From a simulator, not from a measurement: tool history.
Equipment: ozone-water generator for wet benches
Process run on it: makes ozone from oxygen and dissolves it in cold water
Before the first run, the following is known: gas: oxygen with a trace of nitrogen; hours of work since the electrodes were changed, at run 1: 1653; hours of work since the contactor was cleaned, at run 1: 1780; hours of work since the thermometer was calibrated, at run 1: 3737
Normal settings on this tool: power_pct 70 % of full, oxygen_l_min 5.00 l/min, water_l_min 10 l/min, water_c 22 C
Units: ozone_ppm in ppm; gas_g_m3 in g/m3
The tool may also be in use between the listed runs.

| run | hour | power_pct | oxygen_l_min | water_l_min | water_c | hours of work since the electrodes were changed | hours of work since the contactor was cleaned | hours of work since the thermometer was calibrated | ozone_ppm | gas_g_m3 |
|---|---|---|---|---|---|---|---|---|---|---|
| 1 | 0.0 | 70 | 5.00 | 10 | 22 | 1653 | 1780 | 3737 | 21.0 | 160.5 |
| 2 | 63.1 | 70 | 5.00 | 10 | 22 | 1706 | 1832 | 3789 | 20.9 | 159.9 |
| 3 | 154.6 | 70 | 5.00 | 10 | 22 | 1782 | 1909 | 3866 | 21.2 | 160.8 |
| 4 | 195.8 | 70 | 5.00 | 10 | 22 | 1816 | 1943 | 3900 | 20.8 | 160.2 |
| 5 | 247.7 | 70 | 5.00 | 10 | 22 | 1860 | 1986 | 3943 | 20.7 | 160.9 |
| 6 | 325.7 | 40 | 5.00 | 10 | 22 | 1925 | 2051 | 4008 | 15.1 | 115.9 |
| 7 | 381.9 | 40 | 5.00 | 10 | 22 | 1972 | 2098 | 4055 | 14.9 | 116.5 |
| 8 | 425.8 | 40 | 5.00 | 10 | 22 | 2008 | 2135 | 4092 | 14.9 | 117.2 |
| 9 | 498.0 | 50 | 5.00 | 10 | 22 | 2069 | 2195 | 4152 | 17.1 | 131.6 |
| 10 | 569.0 | 62 | 5.00 | 10 | 22 | 2128 | 2254 | 4211 | 19.1 | 148.6 |
| 11 | 630.0 | 62 | 5.00 | 10 | 22 | 2179 | 2305 | 4262 | 19.0 | 148.1 |
| 12 | 703.9 | 62 | 5.00 | 10 | 22 | 2240 | 2367 | 4324 | 19.0 | 148.6 |
| 13 | 748.4 | 62 | 5.00 | 10 | 22 | 2278 | 2404 | 4361 | 18.9 | 147.8 |
| 14 | 796.2 | 76 | 5.00 | 10 | 22 | 2317 | 2444 | 4401 | 21.1 | 166.3 |
| 15 | 857.7 | 72 | 5.00 | 8 | 22 | 2369 | 2495 | 4452 | 23.8 | 160.6 |
| 16 | 903.2 | 72 | 5.00 | 8 | 22 | 2407 | 2533 | 4490 | 23.7 | 159.9 |
| 17 | 983.9 | 71 | 5.00 | 8 | 19 | 2474 | 2601 | 4558 | 24.7 | 159.9 |
| 18 | 1022.8 | 79 | 5.00 | 14 | 15 | 2507 | 2633 | 4590 | 19.1 | 168.1 |
| 19 | 1109.5 | 97 | 5.00 | 14 | 15 | 2579 | 2705 | 4662 | 21.3 | 189.4 |
| 20 | 1160.4 | 97 | 5.00 | 9 | 17 | 2621 | 2748 | 4705 | 28.6 | 186.9 |

For run 21, what comes out?
| 21 | 1229.6 | 43 | 4.18 | 10 | 22 | 2679 | 2806 | 4763 | ? | ? |

ozone_ppm: 15.2 ppm
gas_g_m3: 126.2 g/m3
Take away the tool's hidden state, keep the run-to-run variation as it was, and the same run would have given ozone_ppm 16.7 ppm, gas_g_m3 133.7 g/m3.

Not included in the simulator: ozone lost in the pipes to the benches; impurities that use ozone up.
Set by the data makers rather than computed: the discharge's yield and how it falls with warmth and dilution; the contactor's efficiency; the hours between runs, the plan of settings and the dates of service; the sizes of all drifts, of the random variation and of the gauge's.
